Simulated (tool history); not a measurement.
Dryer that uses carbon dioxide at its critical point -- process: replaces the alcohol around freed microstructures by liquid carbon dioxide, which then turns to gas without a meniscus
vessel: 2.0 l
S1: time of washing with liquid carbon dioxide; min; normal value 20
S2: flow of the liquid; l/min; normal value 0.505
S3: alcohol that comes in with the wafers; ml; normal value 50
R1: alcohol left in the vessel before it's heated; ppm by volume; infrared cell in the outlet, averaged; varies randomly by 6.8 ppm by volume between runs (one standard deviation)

run	hour	S1	S2	S3	R1
1	0.0	20	0.505	50	490
2	26.2	20	0.643	50	284
3	43.7	20	0.643	50	283
4	60.8	20	0.643	50	290
5	84.4	20	0.643	50	297
6	100.0	20	0.643	50	297
7	112.8	20	0.643	50	311
8	142.0	20	0.643	50	305
9	164.9	20	0.505	38	481
10	178.2	20	0.505	38	460
11	207.9	20	0.505	38	481
12	228.4	20	0.505	38	488
13	252.3	20	0.505	50	591
14	280.7	15	0.505	50	1305
15	295.6	29	0.505	26	231
16	323.7	17	0.484	26	651
17	338.1	32	0.484	75	281
# hour 342.1: inlet filter changed
18	360.5	20	0.595	50	354
19	379.2	32	0.630	74	225
20	400.3	23	0.601	38	270
21	422.4	23	0.601	110	365
22	447.5	23	0.393	29	520
23	475.8	23	0.393	29	533
24	497.5	20	0.328	41	1424
25	524.4	17	0.474	36	809
26	549.7	20	0.505	33	467
27	572.3	20	0.505	33	497

Some steps in R1 between neighbouring runs. How much of each would the tool show without its hidden state too (settings, what came in, random variation), and how much is left for the hidden state, with any gauge scatter that isn't in both results?
Hidden state present: flow that reaches the vessel past the clogged filter, %; alcohol in the recycled carbon dioxide, ppm; drift of the gauge itself on alcohol_ppm, %.
Run 13 -> 14: S1 20 -> 15. R1 +714 ppm by volume: hidden state +117, all else +597.
Run 14 -> 15: S1 15 -> 29, S3 50 -> 26. R1 -1074 ppm by volume: hidden state -192, all else -882.
Run 23 -> 24: S1 23 -> 20, S2 0.393 -> 0.328, S3 29 -> 41. R1 +891 ppm by volume: hidden state +50, all else +841.

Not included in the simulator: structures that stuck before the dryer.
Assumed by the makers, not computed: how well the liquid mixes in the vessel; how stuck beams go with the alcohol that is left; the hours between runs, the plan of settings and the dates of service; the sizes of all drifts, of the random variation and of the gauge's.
